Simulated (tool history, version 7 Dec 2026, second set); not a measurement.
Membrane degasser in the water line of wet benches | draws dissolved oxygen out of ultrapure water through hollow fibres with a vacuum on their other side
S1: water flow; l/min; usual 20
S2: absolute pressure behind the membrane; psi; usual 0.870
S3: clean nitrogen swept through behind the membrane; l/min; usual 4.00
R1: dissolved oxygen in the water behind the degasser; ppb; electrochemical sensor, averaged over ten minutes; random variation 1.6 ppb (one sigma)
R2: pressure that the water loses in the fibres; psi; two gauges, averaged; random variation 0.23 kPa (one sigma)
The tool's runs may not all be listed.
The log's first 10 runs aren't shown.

Run 11, hour 833.2: usual settings. Result: R1 159.0 ppb, R2 8.200 psi.
Run 12, hour 922.4: usual settings. Result: R1 160.4 ppb, R2 8.231 psi.
Run 13, hour 1001.2: usual settings. Result: R1 158.4 ppb, R2 8.232 psi.
Run 14, hour 1071.6: usual settings. Result: R1 155.7 ppb, R2 8.263 psi.
Run 15, hour 1157.2: usual settings. Result: R1 157.0 ppb, R2 8.238 psi.
Run 16, hour 1273.2: usual settings. Result: R1 158.5 ppb, R2 8.240 psi.
Run 17, hour 1359.4: usual settings but S1 13 l/min, S2 1.806 psi, S3 6.27 l/min. Result: R1 82.0 ppb, R2 5.279 psi.
Run 18, hour 1409.9: usual settings but S2 0.561 psi, S3 5.50 l/min. Result: R1 133.8 ppb, R2 8.276 psi.
Run 19, hour 1518.1: usual settings but S1 23 l/min, S3 4.37 l/min. Result: R1 210.7 ppb, R2 9.413 psi.
Run 20, hour 1595.8: usual settings but S1 17 l/min, S2 1.704 psi, S3 6.14 l/min. Result: R1 135.9 ppb, R2 7.066 psi.
Run 21, hour 1694.9: usual settings but S1 29 l/min. Result: R1 344.6 ppb, R2 12.002 psi.
Run 22, hour 1760.4: usual settings but S1 30 l/min, S2 2.102 psi. Result: R1 509.0 ppb, R2 12.354 psi.
Run 23, hour 1819.4: usual settings but S2 0.560 psi, S3 9.55 l/min. Result: R1 127.4 ppb, R2 8.229 psi.
Run 24, hour 1868.4: usual settings but S2 0.560 psi, S3 2.29 l/min. Result: R1 138.7 ppb, R2 8.276 psi.
Run 25, hour 1925.0: usual settings but S2 0.560 psi, S3 2.29 l/min. Result: R1 137.9 ppb, R2 8.315 psi.
Run 26, hour 2033.0: usual settings but S2 0.560 psi, S3 2.29 l/min. Result: R1 138.2 ppb, R2 8.264 psi.
Run 27, hour 2140.9: usual settings but S2 0.560 psi, S3 2.29 l/min. Result: R1 140.5 ppb, R2 8.287 psi.
Run 28, hour 2205.2: usual settings but S2 1.157 psi, S3 4.11 l/min. Result: R1 183.0 ppb, R2 8.202 psi.
Run 29, hour 2278.4: usual settings but S2 1.157 psi, S3 4.11 l/min. Result: R1 180.1 ppb, R2 8.225 psi.
Run 30, hour 2335.7: usual settings but S1 16 l/min, S3 2.04 l/min. Result: R1 116.0 ppb, R2 6.604 psi.
Run 31, hour 2402.7: usual settings but S1 14 l/min, S2 0.725 psi, S3 2.45 l/min. Result: R1 69.4 ppb, R2 5.796 psi.

3 ways to go on from here, each from the tool as it stands after run 31. What would each give?
Run A, hour 2483.8: usual settings but S1 14 l/min, S2 1.334 psi, S3 2.45 l/min. Result: R1 ?, R2 ?.
Run B, hour 2483.8: usual settings but S1 14 l/min, S2 1.716 psi, S3 2.45 l/min. Result: R1 ?, R2 ?.
Run C, hour 2483.8: usual settings but S1 25 l/min, S2 0.653 psi, S3 2.60 l/min. Result: R1 ?, R2 ?.

run     R1      R2
  A  125.7   5.825
  B  162.1   5.816
  C  242.8  10.331
Without the tool's hidden state the same runs would have given:
run     R1      R2
  A  125.7   5.823
  B  162.0   5.816
  C  242.6  10.330

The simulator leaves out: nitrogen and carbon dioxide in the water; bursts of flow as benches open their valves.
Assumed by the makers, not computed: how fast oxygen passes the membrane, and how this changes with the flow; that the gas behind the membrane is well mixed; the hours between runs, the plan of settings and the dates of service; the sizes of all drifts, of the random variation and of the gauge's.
